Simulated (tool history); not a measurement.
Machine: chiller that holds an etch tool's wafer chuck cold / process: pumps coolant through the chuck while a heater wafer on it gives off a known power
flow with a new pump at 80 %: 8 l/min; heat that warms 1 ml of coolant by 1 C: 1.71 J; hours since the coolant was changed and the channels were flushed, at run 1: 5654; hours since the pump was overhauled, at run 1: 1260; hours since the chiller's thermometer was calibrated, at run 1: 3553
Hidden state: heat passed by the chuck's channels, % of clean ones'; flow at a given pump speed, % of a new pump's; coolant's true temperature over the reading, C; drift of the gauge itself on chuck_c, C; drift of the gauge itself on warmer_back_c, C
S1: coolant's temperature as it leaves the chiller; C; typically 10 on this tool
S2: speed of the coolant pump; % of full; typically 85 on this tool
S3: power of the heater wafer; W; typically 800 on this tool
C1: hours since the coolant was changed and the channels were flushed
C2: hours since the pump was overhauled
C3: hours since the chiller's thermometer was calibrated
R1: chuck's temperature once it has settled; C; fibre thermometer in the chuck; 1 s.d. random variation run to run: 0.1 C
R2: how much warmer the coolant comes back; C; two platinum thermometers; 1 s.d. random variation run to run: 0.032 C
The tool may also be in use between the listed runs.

Run 1, hour 0.0: usual settings; C1 5654; C2 1260; C3 3553. Result: R1 15.9 C, R2 3.31 C.
Run 2, hour 72.5: usual settings; C1 5727; C2 1333; C3 3625. Result: R1 16.0 C, R2 3.34 C.
Run 3, hour 149.2: usual settings; C1 5804; C2 1409; C3 3702. Result: R1 15.9 C, R2 3.42 C.
Run 4, hour 261.7: usual settings; C1 5916; C2 1522; C3 3814. Result: R1 16.0 C, R2 3.37 C.
Run 5, hour 341.1: usual settings but S2 75 % of full; C1 5996; C2 1601; C3 3894. Result: R1 16.5 C, R2 3.81 C.
Run 6, hour 447.3: usual settings; C1 6102; C2 1707; C3 4000. Result: R1 16.0 C, R2 3.35 C.
Run 7, hour 515.1: usual settings but S1 12 C; C1 6169; C2 1775; C3 4068. Result: R1 17.9 C, R2 3.37 C.
Run 8, hour 585.1: usual settings but S2 97 % of full; C1 6239; C2 1845; C3 4138. Result: R1 15.6 C, R2 3.01 C.
Run 9, hour 705.4: usual settings but S2 97 % of full; C1 6360; C2 1965; C3 4258. Result: R1 15.6 C, R2 2.98 C.
Run 10, hour 802.2: usual settings but S2 97 % of full; C1 6457; C2 2062; C3 4355. Result: R1 15.5 C, R2 3.03 C.
Run 11, hour 879.4: usual settings but S2 97 % of full, S3 601 W; C1 6534; C2 2140; C3 4432. Result: R1 14.1 C, R2 2.30 C.
Run 12, hour 980.7: usual settings; C1 6635; C2 2241; C3 4534. Result: R1 16.2 C, R2 3.45 C.
Run 13, hour 1055.0: usual settings; C1 6709; C2 2315; C3 4608. Result: R1 15.8 C, R2 3.37 C.
Run 14, hour 1152.6: usual settings but S3 804 W; C1 6807; C2 2413; C3 4705. Result: R1 16.1 C, R2 3.43 C.
Run 15, hour 1244.5: usual settings but S1 16 C; C1 6899; C2 2505; C3 4797. Result: R1 21.9 C, R2 3.43 C.
Run 16, hour 1381.7: usual settings but S1 16 C; C1 7036; C2 2642; C3 4935. Result: R1 22.0 C, R2 3.45 C.
Run 17, hour 1471.5: usual settings but S1 8 C, S2 62 % of full; C1 7126; C2 2732; C3 5024. Result: R1 15.4 C, R2 4.70 C.
Run 18, hour 1599.6: usual settings but S1 8 C, S2 62 % of full; C1 7254; C2 2860; C3 5152. Result: R1 15.6 C, R2 4.74 C.
At hour 1620.6: chiller's thermometer calibrated.
Run 19, hour 1680.8: usual settings but S1 8 C, S2 62 % of full; C1 7334; C2 2940; C3 60. Result: R1 16.0 C, R2 4.72 C.
Run 20, hour 1766.5: usual settings but S2 78 % of full, S3 960 W; C1 7420; C2 3026; C3 146. Result: R1 18.5 C, R2 4.58 C.
Run 21, hour 1902.3: usual settings but S1 3 C, S2 80 % of full, S3 480 W; C1 7556; C2 3161; C3 282. Result: R1 7.1 C, R2 2.27 C.
Run 22, hour 2039.3: usual settings but S1 1 C, S2 66 % of full, S3 1103 W; C1 7693; C2 3298; C3 419. Result: R1 11.9 C, R2 6.13 C.
Run 23, hour 2169.1: usual settings but S1 4 C, S2 71 % of full, S3 779 W; C1 7823; C2 3428; C3 549. Result: R1 11.5 C, R2 4.03 C.
Run 24, hour 2266.9: usual settings but S2 96 % of full, S3 1129 W; C1 7920; C2 3526; C3 646. Result: R1 18.9 C, R2 4.36 C.
Run 25, hour 2394.5: usual settings but S2 83 % of full, S3 1129 W; C1 8048; C2 3654; C3 774. Result: R1 19.8 C, R2 5.06 C.
Run 26, hour 2509.1: usual settings but S1 17 C, S2 75 % of full; C1 8162; C2 3768; C3 889. Result: R1 24.2 C, R2 3.97 C.
At hour 2573.8: coolant changed, channels flushed.
Run 27, hour 2582.5: usual settings but S1 8 C, S3 426 W; C1 9; C2 3836; C3 956. Result: R1 11.0 C, R2 1.89 C.
Run 28, hour 2652.9: usual settings but S2 69 % of full, S3 697 W; C1 79; C2 3906; C3 1026. Result: R1 15.6 C, R2 3.77 C.

3 options for the next run, each taken on its own from the tool as it stands now. Forecast them:
Run A, hour 2720.0: usual settings but S1 1 C, S2 69 % of full, S3 697 W; C1 146; C2 3973; C3 1093. Result: R1 ?, R2 ?.
Run B, hour 2720.0: usual settings but S1 13 C, S2 71 % of full, S3 1048 W; C1 146; C2 3973; C3 1093. Result: R1 ?, R2 ?.
Run C, hour 2720.0: usual settings but S1 12 C, S2 60 % of full, S3 697 W; C1 146; C2 3973; C3 1093. Result: R1 ?, R2 ?.

run    R1    R2
  A   6.5  3.74
  B  21.4  5.48
  C  18.0  4.37
With no hidden state in the tool, these same runs would have given:
run    R1    R2
  A   6.4  3.52
  B  21.2  5.15
  C  17.8  4.11

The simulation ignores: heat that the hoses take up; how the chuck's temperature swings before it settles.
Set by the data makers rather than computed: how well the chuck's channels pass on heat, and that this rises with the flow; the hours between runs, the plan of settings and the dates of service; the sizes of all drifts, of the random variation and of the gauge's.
